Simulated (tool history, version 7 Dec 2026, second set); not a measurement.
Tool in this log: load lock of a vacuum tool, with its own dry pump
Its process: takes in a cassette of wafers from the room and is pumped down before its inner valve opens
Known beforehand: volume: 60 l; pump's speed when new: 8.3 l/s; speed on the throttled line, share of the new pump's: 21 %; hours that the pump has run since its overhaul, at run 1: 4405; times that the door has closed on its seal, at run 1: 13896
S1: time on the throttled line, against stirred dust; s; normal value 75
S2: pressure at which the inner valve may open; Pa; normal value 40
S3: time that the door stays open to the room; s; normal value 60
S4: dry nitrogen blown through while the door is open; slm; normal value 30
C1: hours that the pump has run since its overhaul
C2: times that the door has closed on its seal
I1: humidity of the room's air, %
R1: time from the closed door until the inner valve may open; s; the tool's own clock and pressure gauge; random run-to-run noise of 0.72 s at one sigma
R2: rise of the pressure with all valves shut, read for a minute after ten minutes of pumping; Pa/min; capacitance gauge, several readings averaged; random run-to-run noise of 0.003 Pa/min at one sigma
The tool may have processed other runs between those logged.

run,day,S1,S2,S3,S4,C1,C2,I1,R1,R2
1,0,75,40,60,30,4405,13896,43.5,117.4,0.087
2,2.95,75,40,60,30,4476,14224,44.9,117.2,0.085
3,5.192,75,40,60,30,4530,14474,43.3,118.7,0.092
4,7.717,75,44,60,30,4591,14756,48.6,118.1,0.095
5,11.146,75,44,60,30,4673,15138,44.8,118.8,0.098
6,13.767,75,44,60,30,4736,15430,43.1,117.5,0.1
7,16.792,75,44,60,30,4808,15767,42.4,118.7,0.11
8,20.038,75,44,60,30,4886,16129,44.2,118.2,0.109
9,22.879,75,44,60,30,4954,16446,46,116.2,0.113
10,27.129,75,40,60,11,5056,16920,44.8,118.6,0.125
11,29.779,75,40,60,11,5120,17215,44.6,119.2,0.123
12,33.8,75,40,60,30,5217,17663,42,118,0.116
13,38.367,75,40,60,30,5326,18173,47.3,118.8,0.133
14,42.217,75,40,60,30,5419,18601,45.7,119.1,0.131
15,44.146,75,40,60,18,5465,18817,46.3,119.8,0.139
16,48.767,75,52,60,18,5576,19332,42.8,117.2,0.14
17,52.162,75,70,60,30,5657,19710,44,114.2,0.133
18,55.996,75,70,60,30,5749,20138,47.6,114.7,0.144
19,60.429,75,70,60,30,5856,20632,45.7,114.6,0.146
20,64.179,69,67,64,9,5946,21050,45.5,110.6,0.166
21,68.596,47,40,31,30,6052,21542,44,97.5,0.148
22,71.9,75,38,60,45,6131,21910,44.9,118.3,0.159
23,75.85,75,36,27,45,6226,22350,49.2,119.9,0.152
24,78.783,138,40,60,14,6296,22677,46.9,167.9,0.178
25,81.812,138,40,60,14,6369,23015,43.8,166.5,0.178
26,84.542,138,40,60,14,6434,23319,43.5,168.3,0.179
27,87.708,46,40,42,30,6510,23673,43,97.3,0.177
28,92.196,46,40,42,30,6618,24173,46.4,97,0.182
29,94.908,39,40,133,30,6683,24475,43.9,91.1,0.192
30,98.775,58,40,38,9,6776,24906,42.5,105.9,0.197
31,101.221,58,40,38,9,6835,25179,43.8,106.9,0.202
32,103.883,58,40,45,9,6899,25475,45.1,106.8,0.209
33,106.55,58,40,45,9,6963,25773,44.6,106.6,0.209
34,111.112,147,52,35,30,7072,26281,47.2,173.1,0.206
35,115.221,147,52,35,30,7171,26739,43.7,170.5,0.208
36,117.175,147,52,35,30,7218,26957,43.5,174.6,0.215
37,120.158,121,30,228,13,7289,27289,46.7,157.9,0.269
38,123.312,131,28,157,30,7365,27641,45,165.8,0.234

How would selected steps in R1 from run to run divide? Give the signed amount a tool lacking its hidden state would still show from settings, what came in and random variation, and the signed amount left for the hidden state, including any gauge scatter that is not in both of the compared results.
Unlogged tool condition in this case: pump's speed, % of a new pump's; leak at the door's seal, Pa l/s; drift of the gauge itself on ready_s, %; drift of the gauge itself on rise_pa_min, %.
Run 23 -> 24: S1 75 -> 138, S2 36 -> 40, S3 27 -> 60, S4 45 -> 14. R1 +48 s: hidden state -0.9, all else +48.9.
Run 26 -> 27: S1 138 -> 46, S3 60 -> 42, S4 14 -> 30. R1 -71 s: hidden state +1.3, all else -72.3.
Run 33 -> 34: S1 58 -> 147, S2 40 -> 52, S3 45 -> 35, S4 9 -> 30. R1 +66.5 s: hidden state -1.4, all else +67.9.
